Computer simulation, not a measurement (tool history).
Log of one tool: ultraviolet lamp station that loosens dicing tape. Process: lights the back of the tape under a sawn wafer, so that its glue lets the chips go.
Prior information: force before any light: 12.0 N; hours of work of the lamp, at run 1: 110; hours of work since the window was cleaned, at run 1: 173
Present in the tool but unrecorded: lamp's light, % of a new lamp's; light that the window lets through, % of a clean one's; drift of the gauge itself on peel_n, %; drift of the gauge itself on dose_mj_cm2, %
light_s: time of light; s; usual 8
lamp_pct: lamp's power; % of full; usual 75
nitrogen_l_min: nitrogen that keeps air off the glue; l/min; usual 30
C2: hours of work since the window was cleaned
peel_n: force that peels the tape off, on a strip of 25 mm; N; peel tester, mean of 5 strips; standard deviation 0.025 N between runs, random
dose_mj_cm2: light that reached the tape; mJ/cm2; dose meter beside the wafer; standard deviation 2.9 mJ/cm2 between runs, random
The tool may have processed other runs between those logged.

{"run": 1, "day": 0.0, "light_s": 8, "lamp_pct": 75, "nitrogen_l_min": 30, "hours of work of the lamp": 110, "C2": 173, "peel_n": 1.448, "dose_mj_cm2": 384}
{"run": 2, "day": 0.767, "light_s": 8, "lamp_pct": 75, "nitrogen_l_min": 30, "hours of work of the lamp": 120, "C2": 183, "peel_n": 1.524, "dose_mj_cm2": 390}
{"run": 3, "day": 1.867, "light_s": 8, "lamp_pct": 75, "nitrogen_l_min": 30, "hours of work of the lamp": 135, "C2": 197, "peel_n": 1.516, "dose_mj_cm2": 380}
{"run": 4, "day": 2.604, "light_s": 8, "lamp_pct": 75, "nitrogen_l_min": 30, "hours of work of the lamp": 144, "C2": 207, "peel_n": 1.605, "dose_mj_cm2": 381}
{"run": 5, "day": 3.796, "light_s": 6, "lamp_pct": 75, "nitrogen_l_min": 30, "hours of work of the lamp": 160, "C2": 223, "peel_n": 2.644, "dose_mj_cm2": 282}
{"run": 6, "day": 4.917, "light_s": 6, "lamp_pct": 64, "nitrogen_l_min": 30, "hours of work of the lamp": 175, "C2": 237, "peel_n": 3.36, "dose_mj_cm2": 235}
{"run": 7, "day": 6.442, "light_s": 6, "lamp_pct": 64, "nitrogen_l_min": 30, "hours of work of the lamp": 195, "C2": 257, "peel_n": 3.346, "dose_mj_cm2": 236}
{"run": 8, "day": 7.4, "light_s": 8, "lamp_pct": 75, "nitrogen_l_min": 44, "hours of work of the lamp": 207, "C2": 270, "peel_n": 1.316, "dose_mj_cm2": 357}
{"run": 9, "day": 8.792, "light_s": 8, "lamp_pct": 75, "nitrogen_l_min": 44, "hours of work of the lamp": 226, "C2": 288, "peel_n": 1.375, "dose_mj_cm2": 361}
{"run": 10, "day": 9.529, "light_s": 8, "lamp_pct": 75, "nitrogen_l_min": 44, "hours of work of the lamp": 235, "C2": 298, "peel_n": 1.393, "dose_mj_cm2": 352}
{"run": 11, "day": 11.058, "light_s": 8, "lamp_pct": 75, "nitrogen_l_min": 44, "hours of work of the lamp": 255, "C2": 318, "peel_n": 1.442, "dose_mj_cm2": 349}
{"run": 12, "day": 12.017, "light_s": 8, "lamp_pct": 75, "nitrogen_l_min": 30, "hours of work of the lamp": 268, "C2": 330, "peel_n": 1.873, "dose_mj_cm2": 344}
{"run": 13, "day": 12.821, "light_s": 14, "lamp_pct": 75, "nitrogen_l_min": 30, "hours of work of the lamp": 279, "C2": 341, "peel_n": 0.57, "dose_mj_cm2": 594}
{"run": 14, "day": 14.383, "light_s": 14, "lamp_pct": 75, "nitrogen_l_min": 30, "hours of work of the lamp": 299, "C2": 361, "peel_n": 0.594, "dose_mj_cm2": 589}
{"run": 15, "day": 15.317, "light_s": 14, "lamp_pct": 75, "nitrogen_l_min": 30, "hours of work of the lamp": 311, "C2": 374, "peel_n": 0.603, "dose_mj_cm2": 579}
{"run": 16, "day": 16.212, "light_s": 14, "lamp_pct": 75, "nitrogen_l_min": 30, "hours of work of the lamp": 323, "C2": 385, "peel_n": 0.637, "dose_mj_cm2": 585}
{"day": 16.312, "done": "window cleaned of glue's vapour"}
{"run": 17, "day": 17.296, "light_s": 14, "lamp_pct": 75, "nitrogen_l_min": 30, "hours of work of the lamp": 337, "C2": 13, "peel_n": 0.714, "dose_mj_cm2": 544}
{"run": 18, "day": 18.592, "light_s": 8, "lamp_pct": 68, "nitrogen_l_min": 30, "hours of work of the lamp": 354, "C2": 30, "peel_n": 2.609, "dose_mj_cm2": 276}
{"run": 19, "day": 19.975, "light_s": 11, "lamp_pct": 66, "nitrogen_l_min": 26, "hours of work of the lamp": 372, "C2": 48, "peel_n": 1.859, "dose_mj_cm2": 364}
{"run": 20, "day": 21.417, "light_s": 4, "lamp_pct": 85, "nitrogen_l_min": 16, "hours of work of the lamp": 391, "C2": 67, "peel_n": 5.969, "dose_mj_cm2": 170}
{"run": 21, "day": 22.104, "light_s": 5, "lamp_pct": 64, "nitrogen_l_min": 49, "hours of work of the lamp": 400, "C2": 76, "peel_n": 4.274, "dose_mj_cm2": 154}
{"day": 22.933, "done": "window cleaned of glue's vapour, once more"}
{"run": 22, "day": 23.158, "light_s": 5, "lamp_pct": 75, "nitrogen_l_min": 30, "hours of work of the lamp": 414, "C2": 3, "peel_n": 3.728, "dose_mj_cm2": 207}
{"run": 23, "day": 24.7, "light_s": 7, "lamp_pct": 72, "nitrogen_l_min": 10, "hours of work of the lamp": 434, "C2": 23, "peel_n": 4.542, "dose_mj_cm2": 276}
{"run": 24, "day": 25.529, "light_s": 16, "lamp_pct": 72, "nitrogen_l_min": 10, "hours of work of the lamp": 445, "C2": 34, "peel_n": 1.392, "dose_mj_cm2": 635}
{"run": 25, "day": 26.85, "light_s": 16, "lamp_pct": 72, "nitrogen_l_min": 10, "hours of work of the lamp": 462, "C2": 51, "peel_n": 1.488, "dose_mj_cm2": 622}
{"run": 26, "day": 27.812, "light_s": 5, "lamp_pct": 86, "nitrogen_l_min": 13, "hours of work of the lamp": 475, "C2": 64, "peel_n": 4.991, "dose_mj_cm2": 231}
{"run": 27, "day": 29.288, "light_s": 5, "lamp_pct": 86, "nitrogen_l_min": 13, "hours of work of the lamp": 494, "C2": 83, "peel_n": 5.064, "dose_mj_cm2": 229}
{"run": 28, "day": 30.471, "light_s": 14, "lamp_pct": 76, "nitrogen_l_min": 30, "hours of work of the lamp": 510, "C2": 99, "peel_n": 0.701, "dose_mj_cm2": 544}
{"run": 29, "day": 31.475, "light_s": 8, "lamp_pct": 71, "nitrogen_l_min": 30, "hours of work of the lamp": 523, "C2": 112, "peel_n": 2.453, "dose_mj_cm2": 286}
{"run": 30, "day": 32.771, "light_s": 7, "lamp_pct": 91, "nitrogen_l_min": 51, "hours of work of the lamp": 540, "C2": 129, "peel_n": 1.541, "dose_mj_cm2": 317}
{"run": 31, "day": 33.438, "light_s": 9, "lamp_pct": 63, "nitrogen_l_min": 51, "hours of work of the lamp": 549, "C2": 138, "peel_n": 2.006, "dose_mj_cm2": 280}
{"run": 32, "day": 34.121, "light_s": 15, "lamp_pct": 63, "nitrogen_l_min": 51, "hours of work of the lamp": 558, "C2": 147, "peel_n": 0.67, "dose_mj_cm2": 463}
{"run": 33, "day": 35.379, "light_s": 15, "lamp_pct": 63, "nitrogen_l_min": 51, "hours of work of the lamp": 574, "C2": 163, "peel_n": 0.738, "dose_mj_cm2": 455}
{"run": 34, "day": 36.642, "light_s": 8, "lamp_pct": 93, "nitrogen_l_min": 30, "hours of work of the lamp": 591, "C2": 180, "peel_n": 1.853, "dose_mj_cm2": 349}

Below are 3 alternative next runs, each starting from the tool's condition after run 34. Predict each:
{"run": "A", "day": 38.067, "light_s": 8, "lamp_pct": 75, "nitrogen_l_min": 30, "hours of work of the lamp": 609, "C2": 199, "peel_n": "?", "dose_mj_cm2": "?"}
{"run": "B", "day": 38.067, "light_s": 8, "lamp_pct": 94, "nitrogen_l_min": 12, "hours of work of the lamp": 609, "C2": 199, "peel_n": "?", "dose_mj_cm2": "?"}
{"run": "C", "day": 38.067, "light_s": 5, "lamp_pct": 75, "nitrogen_l_min": 30, "hours of work of the lamp": 609, "C2": 199, "peel_n": "?", "dose_mj_cm2": "?"}

run=A peel_n=2.633 dose_mj_cm2=284
run=B peel_n=3.3 dose_mj_cm2=351
run=C peel_n=4.557 dose_mj_cm2=178
Stripped of hidden state, with their random variation kept, the same runs would have yielded:
run=A peel_n=1.207 dose_mj_cm2=437
run=B peel_n=1.664 dose_mj_cm2=543
run=C peel_n=2.744 dose_mj_cm2=274

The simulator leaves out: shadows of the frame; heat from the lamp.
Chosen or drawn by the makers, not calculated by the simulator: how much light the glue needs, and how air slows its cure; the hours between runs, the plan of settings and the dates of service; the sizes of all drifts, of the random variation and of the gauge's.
